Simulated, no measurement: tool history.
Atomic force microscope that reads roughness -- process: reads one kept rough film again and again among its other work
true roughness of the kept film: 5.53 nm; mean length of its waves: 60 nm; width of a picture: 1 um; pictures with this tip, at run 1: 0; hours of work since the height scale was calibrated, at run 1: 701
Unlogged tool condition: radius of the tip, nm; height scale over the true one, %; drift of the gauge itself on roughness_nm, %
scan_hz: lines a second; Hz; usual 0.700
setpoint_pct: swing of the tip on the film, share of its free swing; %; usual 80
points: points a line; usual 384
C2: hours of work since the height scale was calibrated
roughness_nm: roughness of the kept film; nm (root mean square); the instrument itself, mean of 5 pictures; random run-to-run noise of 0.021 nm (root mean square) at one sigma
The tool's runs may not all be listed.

Run 1, hour 0.0: usual settings; pictures with this tip 0; C2 701. Result: roughness_nm 5.128 nm (root mean square).
Run 2, hour 18.6: usual settings; pictures with this tip 37; C2 715. Result: roughness_nm 5.076 nm (root mean square).
Run 3, hour 44.1: usual settings; pictures with this tip 88; C2 733. Result: roughness_nm 4.972 nm (root mean square).
Run 4, hour 70.1: usual settings but scan_hz 1.996 Hz; pictures with this tip 140; C2 752. Result: roughness_nm 4.597 nm (root mean square).
Run 5, hour 89.0: usual settings but scan_hz 1.996 Hz; pictures with this tip 177; C2 765. Result: roughness_nm 4.532 nm (root mean square).
Run 6, hour 105.3: usual settings; pictures with this tip 210; C2 777. Result: roughness_nm 4.722 nm (root mean square).
At hour 116.4: new tip fitted.
Run 7, hour 142.1: usual settings but setpoint_pct 58 %; pictures with this tip 52; C2 803. Result: roughness_nm 5.164 nm (root mean square).
Run 8, hour 163.1: usual settings but setpoint_pct 58 %; pictures with this tip 93; C2 818. Result: roughness_nm 5.041 nm (root mean square).
At hour 166.3: height scale calibrated on a step standard.
Run 9, hour 200.2: usual settings but setpoint_pct 72 %, points 390; pictures with this tip 166; C2 24. Result: roughness_nm 4.844 nm (root mean square).
At hour 233.6: new tip fitted.
Run 10, hour 233.6: usual settings but points 501; pictures with this tip 0; C2 48. Result: roughness_nm 5.139 nm (root mean square).
Run 11, hour 255.7: usual settings but points 501; pictures with this tip 45; C2 64. Result: roughness_nm 5.029 nm (root mean square).
Run 12, hour 285.8: usual settings but scan_hz 0.608 Hz, setpoint_pct 63 %, points 839; pictures with this tip 105; C2 86. Result: roughness_nm 5.009 nm (root mean square).
Run 13, hour 306.3: usual settings but scan_hz 1.597 Hz, setpoint_pct 56 %, points 900; pictures with this tip 146; C2 100. Result: roughness_nm 4.907 nm (root mean square).
At hour 337.1: height scale calibrated on a step standard, once more.
Run 14, hour 341.5: usual settings but scan_hz 1.597 Hz, setpoint_pct 56 %, points 900; pictures with this tip 214; C2 3. Result: roughness_nm 4.805 nm (root mean square).
At hour 349.4: new tip fitted.
Run 15, hour 377.9: usual settings but scan_hz 0.820 Hz, setpoint_pct 77 %, points 978; pictures with this tip 57; C2 29. Result: roughness_nm 5.056 nm (root mean square).
Run 16, hour 416.7: usual settings but scan_hz 0.820 Hz, setpoint_pct 77 %, points 978; pictures with this tip 134; C2 57. Result: roughness_nm 4.906 nm (root mean square).

Predict each of these 5 candidate next runs independently; none follows another, all start after run 16:
Run A, hour 443.4: usual settings but scan_hz 3.230 Hz, setpoint_pct 89 %; pictures with this tip 188; C2 76. Result: roughness_nm ?.
Run B, hour 443.4: usual settings but scan_hz 0.820 Hz, setpoint_pct 69 %, points 940; pictures with this tip 188; C2 76. Result: roughness_nm ?.
Run C, hour 443.4: usual settings but points 727; pictures with this tip 188; C2 76. Result: roughness_nm ?.
Run D, hour 443.4: usual settings but scan_hz 0.599 Hz, setpoint_pct 77 %, points 978; pictures with this tip 188; C2 76. Result: roughness_nm ?.
Run E, hour 443.4: usual settings but scan_hz 0.685 Hz, setpoint_pct 71 %, points 286; pictures with this tip 188; C2 76. Result: roughness_nm ?.

run  roughness_nm
  A         4.093
  B         4.825
  C         4.807
  D         4.788
  E         4.825
Had the tool no hidden state, the same runs would have come out as:
run  roughness_nm
  A         4.457
  B         5.255
  C         5.235
  D         5.214
  E         5.254

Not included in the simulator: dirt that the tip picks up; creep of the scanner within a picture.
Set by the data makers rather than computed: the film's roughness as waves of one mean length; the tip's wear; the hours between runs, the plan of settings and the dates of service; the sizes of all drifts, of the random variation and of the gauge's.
